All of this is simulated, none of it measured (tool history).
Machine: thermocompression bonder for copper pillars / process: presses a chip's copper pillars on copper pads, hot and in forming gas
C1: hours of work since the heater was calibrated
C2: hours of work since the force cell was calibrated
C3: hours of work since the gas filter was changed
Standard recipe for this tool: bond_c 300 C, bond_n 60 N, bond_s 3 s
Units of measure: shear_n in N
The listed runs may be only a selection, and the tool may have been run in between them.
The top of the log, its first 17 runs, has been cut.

{"run": 18, "hour": 472.2, "bond_c": 300, "bond_n": 60, "bond_s": 9, "C1": 80, "C2": 620, "C3": 70, "shear_n": 128.0}
{"run": 19, "hour": 492.5, "bond_c": 300, "bond_n": 60, "bond_s": 7, "C1": 94, "C2": 633, "C3": 84, "shear_n": 119.8}
{"run": 20, "hour": 528.0, "bond_c": 300, "bond_n": 60, "bond_s": 3, "C1": 117, "C2": 656, "C3": 107, "shear_n": 95.6}
{"run": 21, "hour": 561.6, "bond_c": 325, "bond_n": 60, "bond_s": 3, "C1": 139, "C2": 679, "C3": 129, "shear_n": 111.1}
{"run": 22, "hour": 580.5, "bond_c": 325, "bond_n": 60, "bond_s": 3, "C1": 152, "C2": 691, "C3": 142, "shear_n": 111.3}
{"run": 23, "hour": 596.4, "bond_c": 292, "bond_n": 67, "bond_s": 2, "C1": 162, "C2": 701, "C3": 152, "shear_n": 82.1}
{"run": 24, "hour": 617.9, "bond_c": 329, "bond_n": 67, "bond_s": 4, "C1": 176, "C2": 716, "C3": 166, "shear_n": 124.0}
{"run": 25, "hour": 643.6, "bond_c": 300, "bond_n": 63, "bond_s": 4, "C1": 193, "C2": 733, "C3": 183, "shear_n": 103.5}
{"run": 26, "hour": 677.2, "bond_c": 300, "bond_n": 85, "bond_s": 3, "C1": 215, "C2": 755, "C3": 205, "shear_n": 106.9}
{"run": 27, "hour": 702.2, "bond_c": 279, "bond_n": 85, "bond_s": 3, "C1": 232, "C2": 771, "C3": 222, "shear_n": 92.5}
{"run": 28, "hour": 719.5, "bond_c": 280, "bond_n": 60, "bond_s": 2, "C1": 243, "C2": 783, "C3": 233, "shear_n": 69.1}
{"run": 29, "hour": 750.1, "bond_c": 280, "bond_n": 45, "bond_s": 2, "C1": 263, "C2": 803, "C3": 253, "shear_n": 59.7}
{"run": 30, "hour": 778.0, "bond_c": 280, "bond_n": 45, "bond_s": 2, "C1": 282, "C2": 821, "C3": 272, "shear_n": 58.9}
{"run": 31, "hour": 793.7, "bond_c": 271, "bond_n": 45, "bond_s": 2, "C1": 292, "C2": 831, "C3": 282, "shear_n": 52.8}
{"hour": 803.4, "done": "forming gas filter changed"}
{"run": 32, "hour": 819.5, "bond_c": 300, "bond_n": 60, "bond_s": 2, "C1": 309, "C2": 848, "C3": 11, "shear_n": 84.8}
{"run": 33, "hour": 853.7, "bond_c": 296, "bond_n": 78, "bond_s": 3, "C1": 331, "C2": 871, "C3": 33, "shear_n": 103.1}

What does the tool deliver on the next run?
{"run": 34, "hour": 876.9, "bond_c": 300, "bond_n": 60, "bond_s": 7, "C1": 346, "C2": 886, "C3": 48, "shear_n": "?"}

shear_n: 119.9 N
On a tool with no hidden condition, and with the same random variation, this run would have come out at shear_n 121.8 N.
